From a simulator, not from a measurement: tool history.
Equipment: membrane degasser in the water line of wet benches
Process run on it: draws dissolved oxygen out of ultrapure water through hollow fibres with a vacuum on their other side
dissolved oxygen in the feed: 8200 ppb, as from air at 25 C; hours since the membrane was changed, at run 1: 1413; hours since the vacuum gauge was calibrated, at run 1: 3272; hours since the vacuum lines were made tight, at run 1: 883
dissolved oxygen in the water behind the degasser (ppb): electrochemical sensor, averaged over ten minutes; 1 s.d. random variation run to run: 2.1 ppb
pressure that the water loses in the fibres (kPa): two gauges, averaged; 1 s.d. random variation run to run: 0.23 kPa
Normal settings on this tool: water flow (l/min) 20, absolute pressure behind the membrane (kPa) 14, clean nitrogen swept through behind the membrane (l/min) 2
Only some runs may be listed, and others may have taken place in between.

run    hour  water flow (l/min)  absolute pressure behind the membrane (kPa)  clean nitrogen swept through behind the membrane (l/min)  hours since the membrane was changed  hours since the vacuum gauge was calibrated  hours since the vacuum lines were made tight  dissolved oxygen in the water behind the degasser (ppb)  pressure that the water loses in the fibres (kPa)
  1       0                  20                                           14                                                         2                                  1413                                         3272                                           883                                                    265.1                                              57.64
  2    51.2                  20                                           14                                                         2                                  1464                                         3323                                           934                                                    262.5                                              57.27
  3     121                  20                                          8.4                                                         2                                  1533                                         3393                                          1004                                                    132.7                                              57.68
  4   188.5                  14                                           14                                                         2                                  1601                                         3460                                          1071                                                      182                                               40.4
  5   270.9                  14                                           14                                                         2                                  1683                                         3543                                          1154                                                    184.4                                              40.28
  6   349.3                  14                                           14                                                         2                                  1762                                         3621                                          1232                                                    184.3                                              40.55
  7   422.1                  14                                           14                                                         2                                  1835                                         3694                                          1305                                                    184.3                                              40.52
  8   474.8                  14                                           14                                                         2                                  1887                                         3747                                          1358                                                    184.2                                              39.99
  9   564.6                  14                                           14                                                         2                                  1977                                         3836                                          1447                                                    185.6                                              39.99
 10   625.4                  20                                           14                                                      1.47                                  2038                                         3897                                          1508                                                    339.9                                              57.42
 11   713.2                  21                                         25.8                                                      0.87                                  2126                                         3985                                          1596                                                   1071.1                                              60.95
 12   791.1                  21                                         25.8                                                      0.87                                  2204                                         4063                                          1674                                                   1074.5                                              60.74
 13   833.8                  21                                         25.8                                                      0.87                                  2246                                         4106                                          1717                                                   1082.4                                              60.58
 14   900.9                  12                                         29.2                                                      1.87                                  2313                                         4173                                          1784                                                    392.7                                              34.83
 15   944.2                  31                                         14.1                                                      1.87                                  2357                                         4216                                          1827                                                    428.9                                              89.56
 16  1004.3                  31                                         14.1                                                      1.87                                  2417                                         4276                                          1887                                                    423.6                                              89.93
 17  1055.2                  26                                         11.1                                                      1.12                                  2468                                         4327                                          1938                                                    409.3                                              74.74

The same runs without the tool's hidden state, with the same run-to-run variation:
Hidden conditions of the tool in this case: membrane still open, %; true pressure behind the membrane over the reading, kPa; air that leaks in behind the membrane, l/min; drift of the gauge itself on oxygen_ppb, %; drift of the gauge itself on loss_of_pressure_kpa, %.
run  dissolved oxygen in the water behind the degasser (ppb)  pressure that the water loses in the fibres (kPa)
  1                                                    261.3                                              57.27
  2                                                    258.7                                              56.89
  3                                                    129.4                                              57.29
  4                                                    178.6                                              40.11
  5                                                    180.9                                              39.98
  6                                                    180.7                                              40.23
  7                                                    180.6                                              40.19
  8                                                    180.4                                              39.66
  9                                                    181.5                                              39.64
 10                                                    334.1                                               56.9
 11                                                   1061.1                                              60.37
 12                                                   1064.2                                              60.14
 13                                                   1071.9                                              59.97
 14                                                    384.8                                              34.47
 15                                                    421.5                                              88.62
 16                                                    416.1                                              88.96
 17                                                      401                                              73.92

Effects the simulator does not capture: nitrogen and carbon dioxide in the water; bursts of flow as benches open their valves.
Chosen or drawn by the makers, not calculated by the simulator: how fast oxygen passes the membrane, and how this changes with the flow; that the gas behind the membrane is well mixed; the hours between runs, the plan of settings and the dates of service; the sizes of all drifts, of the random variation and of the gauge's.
